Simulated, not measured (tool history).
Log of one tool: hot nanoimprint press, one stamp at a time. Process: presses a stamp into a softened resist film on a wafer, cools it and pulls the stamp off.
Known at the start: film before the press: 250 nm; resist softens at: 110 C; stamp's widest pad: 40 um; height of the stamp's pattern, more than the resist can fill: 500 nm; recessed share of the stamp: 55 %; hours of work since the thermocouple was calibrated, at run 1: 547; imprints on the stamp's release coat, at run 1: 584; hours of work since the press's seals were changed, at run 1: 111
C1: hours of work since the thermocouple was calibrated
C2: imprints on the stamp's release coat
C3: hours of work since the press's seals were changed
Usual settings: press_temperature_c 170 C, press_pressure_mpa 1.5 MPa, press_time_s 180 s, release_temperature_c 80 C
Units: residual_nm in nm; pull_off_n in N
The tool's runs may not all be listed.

Run 1, day 0: usual settings; C1 547; C2 584; C3 111. Result: residual_nm 112.8 nm, pull_off_n 139 N.
Run 2, day 0.721: usual settings but press_pressure_mpa 1.94 MPa; C1 557; C2 632; C3 121. Result: residual_nm 97.3 nm, pull_off_n 144 N.
Run 3, day 1.479: usual settings; C1 567; C2 683; C3 131. Result: residual_nm 112.7 nm, pull_off_n 141 N.
At day 2.25: plate thermocouple calibrated.
Run 4, day 2.275: usual settings; C1 0; C2 728; C3 141. Result: residual_nm 113.3 nm, pull_off_n 146 N.
Run 5, day 3.1: usual settings; C1 12; C2 783; C3 152. Result: residual_nm 112.1 nm, pull_off_n 139 N.
Run 6, day 3.762: usual settings; C1 21; C2 828; C3 162. Result: residual_nm 112.5 nm, pull_off_n 145 N.
Run 7, day 4.212: usual settings but release_temperature_c 84 C; C1 27; C2 858; C3 168. Result: residual_nm 112.7 nm, pull_off_n 131 N.
Run 8, day 4.646: usual settings but release_temperature_c 84 C; C1 34; C2 887; C3 174. Result: residual_nm 113.6 nm, pull_off_n 135 N.
At day 5.429: stamp cleaned and given a new release coat.
Run 9, day 5.746: usual settings but release_temperature_c 84 C; C1 46; C2 22; C3 186. Result: residual_nm 113.2 nm, pull_off_n 134 N.
Run 10, day 6.275: usual settings but release_temperature_c 84 C; C1 53; C2 57; C3 193. Result: residual_nm 111.6 nm, pull_off_n 136 N.
Run 11, day 6.854: usual settings but press_temperature_c 171 C, press_time_s 110 s; C1 61; C2 96; C3 202. Result: residual_nm 127.5 nm, pull_off_n 141 N.
Run 12, day 7.7: usual settings but press_temperature_c 171 C, press_time_s 110 s; C1 73; C2 152; C3 213. Result: residual_nm 127 nm, pull_off_n 139 N.
Run 13, day 8.512: usual settings but press_temperature_c 181 C, press_time_s 336 s, release_temperature_c 67 C; C1 84; C2 207; C3 225. Result: residual_nm 53.6 nm, pull_off_n 169 N.
Run 14, day 9.029: usual settings but press_temperature_c 175 C, press_time_s 336 s, release_temperature_c 74 C; C1 92; C2 241; C3 232. Result: residual_nm 71.2 nm, pull_off_n 152 N.
Run 15, day 9.812: usual settings but press_temperature_c 175 C, press_time_s 106 s, release_temperature_c 73 C; C1 103; C2 294; C3 243. Result: residual_nm 108.6 nm, pull_off_n 151 N.
Run 16, day 10.5: usual settings but press_temperature_c 165 C, press_pressure_mpa 1.17 MPa, press_time_s 201 s, release_temperature_c 84 C; C1 112; C2 340; C3 253. Result: residual_nm 155 nm, pull_off_n 132 N.

Forecast each of these 4 alternatives for the next run:
Run A, day 11.183: usual settings but press_temperature_c 160 C, press_pressure_mpa 1.44 MPa; C1 122; C2 385; C3 262. Result: residual_nm ?, pull_off_n ?.
Run B, day 11.183: usual settings but press_temperature_c 164 C; C1 122; C2 385; C3 262. Result: residual_nm ?, pull_off_n ?.
Run C, day 11.183: usual settings but press_temperature_c 175 C; C1 122; C2 385; C3 262. Result: residual_nm ?, pull_off_n ?.
Run D, day 11.183: usual settings but press_pressure_mpa 1.15 MPa; C1 122; C2 385; C3 262. Result: residual_nm ?, pull_off_n ?.

run  residual_nm  pull_off_n
  A        179.9         138
  B          149         138
  C         89.3         140
  D          129         145
Without the tool's hidden state the same runs would have given:
run  residual_nm  pull_off_n
  A        180.1         137
  B        149.2         137
  C         89.4         140
  D        129.1         144
